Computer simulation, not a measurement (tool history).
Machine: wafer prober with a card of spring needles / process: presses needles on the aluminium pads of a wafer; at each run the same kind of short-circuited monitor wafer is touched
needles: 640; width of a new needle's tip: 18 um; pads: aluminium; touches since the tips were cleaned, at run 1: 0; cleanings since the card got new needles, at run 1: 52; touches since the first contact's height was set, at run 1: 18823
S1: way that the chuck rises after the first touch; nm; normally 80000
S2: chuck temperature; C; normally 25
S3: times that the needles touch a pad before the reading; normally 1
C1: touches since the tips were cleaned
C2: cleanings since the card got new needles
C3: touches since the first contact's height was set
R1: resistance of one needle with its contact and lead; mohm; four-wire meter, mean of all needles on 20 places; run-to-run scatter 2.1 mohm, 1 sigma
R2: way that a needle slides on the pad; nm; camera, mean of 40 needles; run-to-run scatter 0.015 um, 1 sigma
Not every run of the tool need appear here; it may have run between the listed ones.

{"run": 1, "hour": 0.0, "S1": 80000, "S2": 25, "S3": 1, "C1": 0, "C2": 52, "C3": 18823, "R1": 228, "R2": 11920}
{"hour": 4.1, "done": "tips cleaned on abrasive film"}
{"hour": 7.4, "done": "tips cleaned on abrasive film"}
{"hour": 11.4, "done": "tips cleaned on abrasive film"}
{"hour": 14.7, "done": "tips cleaned on abrasive film"}
{"hour": 18.8, "done": "tips cleaned on abrasive film"}
{"hour": 22.9, "done": "tips cleaned on abrasive film"}
{"hour": 27.0, "done": "tips cleaned on abrasive film"}
{"run": 2, "hour": 28.1, "S1": 80000, "S2": 25, "S3": 1, "C1": 653, "C2": 59, "C3": 34219, "R1": 226, "R2": 11920}
{"hour": 30.6, "done": "tips cleaned on abrasive film"}
{"hour": 34.7, "done": "tips cleaned on abrasive film"}
{"hour": 38.8, "done": "tips cleaned on abrasive film"}
{"hour": 42.8, "done": "tips cleaned on abrasive film"}
{"hour": 46.9, "done": "tips cleaned on abrasive film"}
{"run": 3, "hour": 47.8, "S1": 80000, "S2": 25, "S3": 1, "C1": 502, "C2": 64, "C3": 44997, "R1": 226, "R2": 11910}
{"hour": 50.3, "done": "tips cleaned on abrasive film"}
{"hour": 54.4, "done": "tips cleaned on abrasive film"}
{"hour": 58.5, "done": "tips cleaned on abrasive film"}
{"hour": 62.5, "done": "tips cleaned on abrasive film"}
{"hour": 66.6, "done": "tips cleaned on abrasive film"}
{"hour": 70.7, "done": "tips cleaned on abrasive film"}
{"hour": 74.8, "done": "tips cleaned on abrasive film"}
{"hour": 78.9, "done": "tips cleaned on abrasive film"}
{"run": 4, "hour": 80.9, "S1": 80000, "S2": 25, "S3": 1, "C1": 1121, "C2": 72, "C3": 63101, "R1": 224, "R2": 11920}
{"hour": 82.5, "done": "tips cleaned on abrasive film"}
{"hour": 85.8, "done": "tips cleaned on abrasive film"}
{"hour": 89.9, "done": "tips cleaned on abrasive film"}
{"hour": 93.2, "done": "tips cleaned on abrasive film"}
{"hour": 97.3, "done": "tips cleaned on abrasive film"}
{"hour": 100.6, "done": "tips cleaned on abrasive film"}
{"hour": 104.6, "done": "tips cleaned on abrasive film"}
{"hour": 108.7, "done": "tips cleaned on abrasive film"}
{"run": 5, "hour": 109.8, "S1": 80000, "S2": 25, "S3": 1, "C1": 611, "C2": 80, "C3": 78904, "R1": 225, "R2": 11950}
{"hour": 112.3, "done": "tips cleaned on abrasive film"}
{"hour": 115.6, "done": "tips cleaned on abrasive film"}
{"hour": 119.6, "done": "tips cleaned on abrasive film"}
{"hour": 123.7, "done": "tips cleaned on abrasive film"}
{"hour": 127.8, "done": "tips cleaned on abrasive film"}
{"hour": 131.9, "done": "tips cleaned on abrasive film"}
{"hour": 133.0, "done": "height of the first contact set anew"}
{"hour": 136.3, "done": "tips cleaned on abrasive film"}
{"hour": 140.3, "done": "tips cleaned on abrasive film"}
{"hour": 144.4, "done": "tips cleaned on abrasive film"}
{"run": 6, "hour": 145.9, "S1": 67000, "S2": 25, "S3": 1, "C1": 845, "C2": 89, "C3": 7101, "R1": 228, "R2": 10010}
{"hour": 148.4, "done": "tips cleaned on abrasive film"}
{"hour": 152.5, "done": "tips cleaned on abrasive film"}
{"hour": 156.6, "done": "tips cleaned on abrasive film"}
{"hour": 160.6, "done": "tips cleaned on abrasive film"}
{"hour": 163.9, "done": "tips cleaned on abrasive film"}
{"hour": 168.0, "done": "tips cleaned on abrasive film"}
{"hour": 172.1, "done": "tips cleaned on abrasive film"}
{"hour": 176.2, "done": "tips cleaned on abrasive film"}
{"hour": 180.2, "done": "tips cleaned on abrasive film"}
{"hour": 183.6, "done": "tips cleaned on abrasive film"}
{"run": 7, "hour": 183.6, "S1": 80000, "S2": 121, "S3": 1, "C1": 0, "C2": 99, "C3": 27699, "R1": 248, "R2": 11900}
{"hour": 186.9, "done": "tips cleaned on abrasive film"}
{"hour": 190.2, "done": "tips cleaned on abrasive film"}
{"hour": 194.2, "done": "tips cleaned on abrasive film"}
{"hour": 197.5, "done": "tips cleaned on abrasive film"}
{"hour": 201.6, "done": "tips cleaned on abrasive film"}
{"hour": 204.9, "done": "tips cleaned on abrasive film"}
{"hour": 209.0, "done": "tips cleaned on abrasive film"}
{"hour": 213.1, "done": "tips cleaned on abrasive film"}
{"hour": 216.3, "done": "tips cleaned on abrasive film"}
{"hour": 220.4, "done": "tips cleaned on abrasive film"}
{"hour": 224.5, "done": "tips cleaned on abrasive film"}
{"run": 8, "hour": 224.6, "S1": 80000, "S2": 25, "S3": 2, "C1": 53, "C2": 110, "C3": 50094, "R1": 229, "R2": 11920}
{"hour": 227.9, "done": "tips cleaned on abrasive film"}
{"hour": 231.2, "done": "tips cleaned on abrasive film"}
{"hour": 235.2, "done": "tips cleaned on abrasive film"}
{"hour": 238.5, "done": "tips cleaned on abrasive film"}
{"hour": 242.6, "done": "tips cleaned on abrasive film"}
{"hour": 246.7, "done": "tips cleaned on abrasive film"}
{"hour": 250.8, "done": "tips cleaned on abrasive film"}
{"run": 9, "hour": 251.2, "S1": 80000, "S2": 25, "S3": 2, "C1": 276, "C2": 117, "C3": 64669, "R1": 232, "R2": 11910}
{"hour": 254.5, "done": "tips cleaned on abrasive film"}
{"hour": 258.6, "done": "tips cleaned on abrasive film"}
{"hour": 262.7, "done": "tips cleaned on abrasive film"}
{"hour": 266.8, "done": "tips cleaned on abrasive film"}
{"hour": 270.8, "done": "tips cleaned on abrasive film"}
{"hour": 274.9, "done": "tips cleaned on abrasive film"}
{"run": 10, "hour": 277.5, "S1": 80000, "S2": 25, "S3": 2, "C1": 1425, "C2": 123, "C3": 79051, "R1": 226, "R2": 11910}
{"hour": 278.4, "done": "tips cleaned on abrasive film"}
{"hour": 281.6, "done": "tips cleaned on abrasive film"}
{"hour": 285.7, "done": "tips cleaned on abrasive film"}
{"hour": 289.0, "done": "tips cleaned on abrasive film"}
{"hour": 293.1, "done": "tips cleaned on abrasive film"}
{"hour": 297.2, "done": "tips cleaned on abrasive film"}
{"hour": 299.8, "done": "height of the first contact set anew"}
{"hour": 301.5, "done": "tips cleaned on abrasive film"}
{"hour": 305.4, "done": "tips cleaned on abrasive film"}
{"run": 11, "hour": 305.4, "S1": 80000, "S2": 25, "S3": 2, "C1": 0, "C2": 131, "C3": 3033, "R1": 226, "R2": 11920}
{"hour": 309.5, "done": "tips cleaned on abrasive film"}
{"hour": 312.8, "done": "tips cleaned on abrasive film"}
{"hour": 316.9, "done": "tips cleaned on abrasive film"}
{"hour": 321.0, "done": "tips cleaned on abrasive film"}
{"hour": 324.2, "done": "tips cleaned on abrasive film"}
{"hour": 328.3, "done": "tips cleaned on abrasive film"}
{"hour": 331.6, "done": "tips cleaned on abrasive film"}
{"run": 12, "hour": 332.4, "S1": 98000, "S2": 67, "S3": 2, "C1": 452, "C2": 138, "C3": 17783, "R1": 233, "R2": 14640}
{"hour": 335.7, "done": "tips cleaned on abrasive film"}
{"hour": 339.7, "done": "tips cleaned on abrasive film"}
{"hour": 343.8, "done": "tips cleaned on abrasive film"}
{"hour": 347.9, "done": "tips cleaned on abrasive film"}
{"hour": 351.2, "done": "tips cleaned on abrasive film"}
{"hour": 355.3, "done": "tips cleaned on abrasive film"}
{"run": 13, "hour": 356.1, "S1": 80000, "S2": 35, "S3": 1, "C1": 473, "C2": 144, "C3": 30743, "R1": 230, "R2": 11920}
{"hour": 358.6, "done": "tips cleaned on abrasive film"}
{"hour": 361.9, "done": "tips cleaned on abrasive film"}
{"hour": 365.1, "done": "tips cleaned on abrasive film"}
{"hour": 369.2, "done": "tips cleaned on abrasive film"}
{"hour": 372.5, "done": "tips cleaned on abrasive film"}
{"hour": 376.6, "done": "tips cleaned on abrasive film"}
{"hour": 380.7, "done": "tips cleaned on abrasive film"}
{"hour": 384.7, "done": "tips cleaned on abrasive film"}
{"hour": 388.8, "done": "tips cleaned on abrasive film"}
{"hour": 392.9, "done": "tips cleaned on abrasive film"}
{"run": 14, "hour": 394.7, "S1": 66000, "S2": 66, "S3": 1, "C1": 997, "C2": 154, "C3": 51848, "R1": 240, "R2": 9810}
{"hour": 396.4, "done": "tips cleaned on abrasive film"}
{"hour": 400.5, "done": "tips cleaned on abrasive film"}
{"hour": 403.7, "done": "tips cleaned on abrasive film"}
{"hour": 407.8, "done": "tips cleaned on abrasive film"}
{"hour": 411.9, "done": "tips cleaned on abrasive film"}
{"hour": 415.2, "done": "tips cleaned on abrasive film"}
{"hour": 419.3, "done": "tips cleaned on abrasive film"}
{"hour": 422.5, "done": "tips cleaned on abrasive film"}
{"hour": 426.6, "done": "tips cleaned on abrasive film"}
{"hour": 430.7, "done": "tips cleaned on abrasive film"}
{"hour": 434.0, "done": "tips cleaned on abrasive film"}
{"hour": 438.1, "done": "tips cleaned on abrasive film"}
{"run": 15, "hour": 438.2, "S1": 93000, "S2": 42, "S3": 3, "C1": 106, "C2": 166, "C3": 75636, "R1": 225, "R2": 13830}
{"hour": 441.5, "done": "tips cleaned on abrasive film"}
{"hour": 445.6, "done": "tips cleaned on abrasive film"}
{"hour": 449.7, "done": "tips cleaned on abrasive film"}
{"hour": 453.0, "done": "tips cleaned on abrasive film"}
{"hour": 457.0, "done": "tips cleaned on abrasive film"}
{"run": 16, "hour": 459.3, "S1": 78000, "S2": 25, "S3": 1, "C1": 1279, "C2": 171, "C3": 87192, "R1": 227, "R2": 11610}
{"hour": 461.0, "done": "tips cleaned on abrasive film"}
{"hour": 464.3, "done": "tips cleaned on abrasive film"}
{"hour": 467.0, "done": "height of the first contact set anew"}
{"hour": 468.7, "done": "tips cleaned on abrasive film"}
{"hour": 472.8, "done": "tips cleaned on abrasive film"}
{"hour": 476.8, "done": "tips cleaned on abrasive film"}
{"hour": 480.9, "done": "tips cleaned on abrasive film"}
{"hour": 484.2, "done": "tips cleaned on abrasive film"}
{"hour": 488.3, "done": "tips cleaned on abrasive film"}
{"hour": 492.4, "done": "tips cleaned on abrasive film"}
{"hour": 495.6, "done": "tips cleaned on abrasive film"}
{"hour": 499.7, "done": "tips cleaned on abrasive film"}
{"run": 17, "hour": 502.2, "S1": 78000, "S2": 117, "S3": 1, "C1": 1397, "C2": 182, "C3": 19270, "R1": 250, "R2": 11620}
{"hour": 503.1, "done": "tips cleaned on abrasive film"}
{"hour": 507.2, "done": "tips cleaned on abrasive film"}
{"hour": 511.3, "done": "tips cleaned on abrasive film"}
{"hour": 514.5, "done": "tips cleaned on abrasive film"}
{"hour": 518.6, "done": "tips cleaned on abrasive film"}
{"hour": 522.7, "done": "tips cleaned on abrasive film"}
{"hour": 526.8, "done": "tips cleaned on abrasive film"}
{"hour": 530.8, "done": "tips cleaned on abrasive film"}
{"hour": 534.1, "done": "tips cleaned on abrasive film"}
{"hour": 538.2, "done": "tips cleaned on abrasive film"}
{"run": 18, "hour": 539.2, "S1": 97000, "S2": 67, "S3": 2, "C1": 531, "C2": 192, "C3": 39460, "R1": 234, "R2": 14480}
{"hour": 541.6, "done": "tips cleaned on abrasive film"}
{"hour": 553.6, "done": "card fitted with new needles"}
{"hour": 557.7, "done": "tips cleaned on abrasive film"}
{"hour": 561.8, "done": "tips cleaned on abrasive film"}
{"hour": 565.9, "done": "tips cleaned on abrasive film"}
{"hour": 570.0, "done": "tips cleaned on abrasive film"}
{"hour": 574.0, "done": "tips cleaned on abrasive film"}
{"hour": 578.1, "done": "tips cleaned on abrasive film"}
{"hour": 582.2, "done": "tips cleaned on abrasive film"}
{"hour": 586.3, "done": "tips cleaned on abrasive film"}
{"hour": 590.4, "done": "tips cleaned on abrasive film"}
{"run": 19, "hour": 591.3, "S1": 80000, "S2": 50, "S3": 1, "C1": 555, "C2": 9, "C3": 20661, "R1": 233, "R2": 11920}

Predict each of these 4 candidate next runs independently; none follows another, all start after run 19:
{"hour": 593.8, "done": "tips cleaned on abrasive film"}
{"hour": 597.9, "done": "tips cleaned on abrasive film"}
{"hour": 602.0, "done": "tips cleaned on abrasive film"}
{"hour": 605.3, "done": "tips cleaned on abrasive film"}
{"hour": 609.3, "done": "tips cleaned on abrasive film"}
{"hour": 613.4, "done": "tips cleaned on abrasive film"}
{"run": "A", "hour": 614.7, "S1": 80000, "S2": 50, "S3": 3, "C1": 719, "C2": 15, "C3": 33445, "R1": "?", "R2": "?"}
{"hour": 593.8, "done": "tips cleaned on abrasive film"}
{"hour": 597.9, "done": "tips cleaned on abrasive film"}
{"hour": 602.0, "done": "tips cleaned on abrasive film"}
{"hour": 605.3, "done": "tips cleaned on abrasive film"}
{"hour": 609.3, "done": "tips cleaned on abrasive film"}
{"hour": 613.4, "done": "tips cleaned on abrasive film"}
{"run": "B", "hour": 614.7, "S1": 80000, "S2": 44, "S3": 1, "C1": 719, "C2": 15, "C3": 33445, "R1": "?", "R2": "?"}
{"hour": 593.8, "done": "tips cleaned on abrasive film"}
{"hour": 597.9, "done": "tips cleaned on abrasive film"}
{"hour": 602.0, "done": "tips cleaned on abrasive film"}
{"hour": 605.3, "done": "tips cleaned on abrasive film"}
{"hour": 609.3, "done": "tips cleaned on abrasive film"}
{"hour": 613.4, "done": "tips cleaned on abrasive film"}
{"run": "C", "hour": 614.7, "S1": 66000, "S2": 25, "S3": 1, "C1": 719, "C2": 15, "C3": 33445, "R1": "?", "R2": "?"}
{"hour": 593.8, "done": "tips cleaned on abrasive film"}
{"hour": 597.9, "done": "tips cleaned on abrasive film"}
{"hour": 602.0, "done": "tips cleaned on abrasive film"}
{"hour": 605.3, "done": "tips cleaned on abrasive film"}
{"hour": 609.3, "done": "tips cleaned on abrasive film"}
{"hour": 613.4, "done": "tips cleaned on abrasive film"}
{"run": "D", "hour": 614.7, "S1": 70000, "S2": 66, "S3": 1, "C1": 719, "C2": 15, "C3": 33445, "R1": "?", "R2": "?"}

run=A R1=232 R2=11920
run=B R1=232 R2=11920
run=C R1=226 R2=9860
run=D R1=238 R2=10430
The same runs, with their run-to-run variation unchanged, on a tool lacking any hidden condition would have given:
run=A R1=232 R2=11920
run=B R1=232 R2=11920
run=C R1=226 R2=9870
run=D R1=238 R2=10430

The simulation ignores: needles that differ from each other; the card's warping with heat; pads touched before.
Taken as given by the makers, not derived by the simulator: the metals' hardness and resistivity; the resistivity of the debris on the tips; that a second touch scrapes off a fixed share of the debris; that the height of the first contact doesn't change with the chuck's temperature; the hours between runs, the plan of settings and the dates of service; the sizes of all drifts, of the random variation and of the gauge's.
